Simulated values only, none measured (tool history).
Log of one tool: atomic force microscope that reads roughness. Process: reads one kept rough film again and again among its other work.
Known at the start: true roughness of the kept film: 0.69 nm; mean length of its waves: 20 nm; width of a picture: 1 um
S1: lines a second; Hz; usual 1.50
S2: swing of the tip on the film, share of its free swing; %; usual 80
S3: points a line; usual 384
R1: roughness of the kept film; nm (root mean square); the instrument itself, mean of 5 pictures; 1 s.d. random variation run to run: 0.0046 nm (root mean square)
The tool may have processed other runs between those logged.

Run 1, day 0.000: usual settings. Result: R1 0.574 nm (root mean square).
Run 2, day 0.758: usual settings. Result: R1 0.577 nm (root mean square).
Run 3, day 1.571: usual settings but S2 63 %. Result: R1 0.588 nm (root mean square).
Run 4, day 3.271: usual settings. Result: R1 0.530 nm (root mean square).
Run 5, day 4.004: usual settings but S2 59 %. Result: R1 0.562 nm (root mean square).
Run 6, day 5.092: usual settings but S2 66 %. Result: R1 0.606 nm (root mean square).
Run 7, day 6.746: usual settings but S3 304. Result: R1 0.547 nm (root mean square).
Run 8, day 8.204: usual settings but S1 1.26 Hz, S3 304. Result: R1 0.542 nm (root mean square).
Run 9, day 9.058: usual settings but S2 64 %. Result: R1 0.564 nm (root mean square).
Run 10, day 10.667: usual settings but S2 64 %. Result: R1 0.602 nm (root mean square).
Run 11, day 11.521: usual settings but S2 64 %. Result: R1 0.600 nm (root mean square).
Run 12, day 13.175: usual settings but S2 64 %. Result: R1 0.575 nm (root mean square).
Run 13, day 14.433: usual settings but S2 64 %. Result: R1 0.554 nm (root mean square).
Run 14, day 15.983: usual settings but S2 64 %. Result: R1 0.603 nm (root mean square).
Run 15, day 16.721: usual settings but S2 60 %, S3 264. Result: R1 0.587 nm (root mean square).
Run 16, day 17.754: usual settings but S2 60 %, S3 264. Result: R1 0.572 nm (root mean square).
Run 17, day 19.271: usual settings but S3 578. Result: R1 0.538 nm (root mean square).
Run 18, day 20.550: usual settings but S3 578. Result: R1 0.581 nm (root mean square).
Run 19, day 21.421: usual settings but S3 578. Result: R1 0.566 nm (root mean square).
Run 20, day 22.317: usual settings but S1 2.03 Hz, S3 578. Result: R1 0.531 nm (root mean square).
Run 21, day 23.204: usual settings but S1 1.08 Hz, S2 64 %, S3 334. Result: R1 0.573 nm (root mean square).
Run 22, day 23.958: usual settings but S3 355. Result: R1 0.533 nm (root mean square).
Run 23, day 25.054: usual settings but S2 61 %, S3 468. Result: R1 0.560 nm (root mean square).
Run 24, day 26.550: usual settings but S1 0.82 Hz. Result: R1 0.589 nm (root mean square).
Run 25, day 27.833: usual settings but S1 1.55 Hz, S2 57 %, S3 710. Result: R1 0.603 nm (root mean square).
Run 26, day 29.154: usual settings but S2 68 %, S3 574. Result: R1 0.570 nm (root mean square).
Run 27, day 30.083: usual settings but S2 63 %, S3 574. Result: R1 0.560 nm (root mean square).

Not shown here: 5 entries made in the log between runs. Locate each between two listed runs and compare the hidden state at the listed run before it with the hidden state at the listed run after it:
In the gap between runs 5 and 6: new tip fitted (day 4.754)
  radius of the tip, nm: 23.8 -> 8.6; height scale over the true one, %: 0.68 -> 0.7
  measured result minus the result with no hidden state, R1: -0.058 -> -0.003 nm (root mean square)
In the gap between runs 9 and 10: new tip fitted (day 9.904)
  radius of the tip, nm: 23.5 -> 10.7; height scale over the true one, %: 0.75 -> 0.77
  measured result minus the result with no hidden state, R1: -0.056 -> -0.009 nm (root mean square)
In the gap between runs 13 and 14: new tip fitted (day 14.967)
  radius of the tip, nm: 24.7 -> 11.5; height scale over the true one, %: 0.83 -> 0.85
  measured result minus the result with no hidden state, R1: -0.059 -> -0.012 nm (root mean square)
In the gap between runs 17 and 18: new tip fitted (day 20.029)
  radius of the tip, nm: 24 -> 8.7; height scale over the true one, %: 0.9 -> 0.92
  measured result minus the result with no hidden state, R1: -0.054 -> -0.002 nm (root mean square)
In the gap between runs 23 and 24: new tip fitted (day 25.217)
  radius of the tip, nm: 26.5 -> 12; height scale over the true one, %: 0.98 -> 1
  measured result minus the result with no hidden state, R1: -0.065 -> -0.014 nm (root mean square)

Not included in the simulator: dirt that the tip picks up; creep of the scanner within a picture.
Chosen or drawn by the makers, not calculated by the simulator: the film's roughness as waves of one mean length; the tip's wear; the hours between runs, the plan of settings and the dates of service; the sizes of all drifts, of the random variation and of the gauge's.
